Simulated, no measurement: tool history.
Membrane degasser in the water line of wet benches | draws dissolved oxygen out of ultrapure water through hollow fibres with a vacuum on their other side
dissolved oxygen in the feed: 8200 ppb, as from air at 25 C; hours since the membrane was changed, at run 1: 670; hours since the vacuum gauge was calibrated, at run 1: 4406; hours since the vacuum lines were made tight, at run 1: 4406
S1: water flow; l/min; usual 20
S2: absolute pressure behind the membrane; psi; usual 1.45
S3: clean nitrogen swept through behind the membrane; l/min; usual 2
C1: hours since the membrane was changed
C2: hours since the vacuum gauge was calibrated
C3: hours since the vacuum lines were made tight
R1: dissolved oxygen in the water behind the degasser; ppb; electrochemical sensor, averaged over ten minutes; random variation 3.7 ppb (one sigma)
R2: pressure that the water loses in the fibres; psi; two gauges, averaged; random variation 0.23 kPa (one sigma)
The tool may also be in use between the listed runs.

run,day,S1,S2,S3,C1,C2,C3,R1,R2
1,0,20,1.45,2,670,4406,4406,387.9,8.151
2,4.179,20,1.45,2,770,4507,4507,380.1,8.141
# day 5.883: vacuum gauge calibrated
3,9.312,20,1.45,2,893,82,4629,386.7,8.121
4,13.608,20,1.45,2,996,185,4732,379.3,8.177
5,19.271,13,1.45,2,1132,321,4868,173.2,5.307
6,23.417,20,1.45,2,1231,421,4968,377.8,8.158
7,29.054,20,1.45,2,1366,556,5103,377,8.166
8,32.588,20,1.45,2,1451,641,5188,380.5,8.158
9,36.808,20,1.45,2,1553,742,5289,383.6,8.189
10,39.571,20,1.45,2,1619,809,5355,382.8,8.173
11,45.1,20,0.99,2,1752,941,5488,309.2,8.164
12,50.512,20,0.99,2,1881,1071,5618,311.5,8.2
13,56.354,20,0.99,2,2022,1211,5758,310.6,8.235
14,61.904,20,1.45,2,2155,1345,5891,380.1,8.213
15,66.333,20,2.74,2,2261,1451,5998,575.7,8.238
16,70.508,20,2.74,2,2361,1551,6098,594.2,8.196
17,74.062,20,2.74,2,2447,1636,6183,585.4,8.213
18,79.425,19,2.74,2.54,2575,1765,6312,478.4,7.892
19,84.167,21,1.19,2.63,2689,1879,6426,356.3,8.62
20,90.292,14,1.8,5.59,2836,2026,6573,146.6,5.771
21,93.888,18,1.06,1.92,2923,2112,6659,268.2,7.429
22,97.733,12,2.45,1.92,3015,2204,6751,261.9,4.914
23,103.954,13,2.06,4.11,3164,2354,6901,158.5,5.361
24,109.496,30,2.67,1.71,3297,2487,7034,1045.2,12.449
25,113.212,30,2.67,1.71,3386,2576,7123,1068.9,12.356
26,118.158,30,2.67,1.71,3505,2695,7242,1056.9,12.376
27,122.512,20,1.07,1.99,3609,2799,7346,334.5,8.28
28,125.554,20,1.07,1.99,3682,2872,7419,327,8.27
29,128.7,20,1.07,1.99,3758,2948,7495,336.5,8.219
30,131.792,20,1.07,1.99,3832,3022,7569,334.1,8.25
31,138.262,20,1.45,4.13,3988,3177,7724,317.5,8.258
32,142.708,19,1.22,3.74,4094,3284,7831,276.1,7.862
33,148.112,21,2.06,3.74,4224,3414,7960,413.2,8.672

3 ways to go on from here, each from the tool as it stands after run 33. What would each give?
A,152.812,20,1.45,3.82,4337,3526,8073,?,?
B,152.812,22,2.06,3.38,4337,3526,8073,?,?
C,152.812,13,1.45,2.18,4337,3526,8073,?,?

run,R1,R2
A,323.5,8.289
B,470.5,9.101
C,174.8,5.393
Without the tool's hidden state the same runs would have given:
run,R1,R2
A,301.6,8.102
B,443.5,8.894
C,162.1,5.269

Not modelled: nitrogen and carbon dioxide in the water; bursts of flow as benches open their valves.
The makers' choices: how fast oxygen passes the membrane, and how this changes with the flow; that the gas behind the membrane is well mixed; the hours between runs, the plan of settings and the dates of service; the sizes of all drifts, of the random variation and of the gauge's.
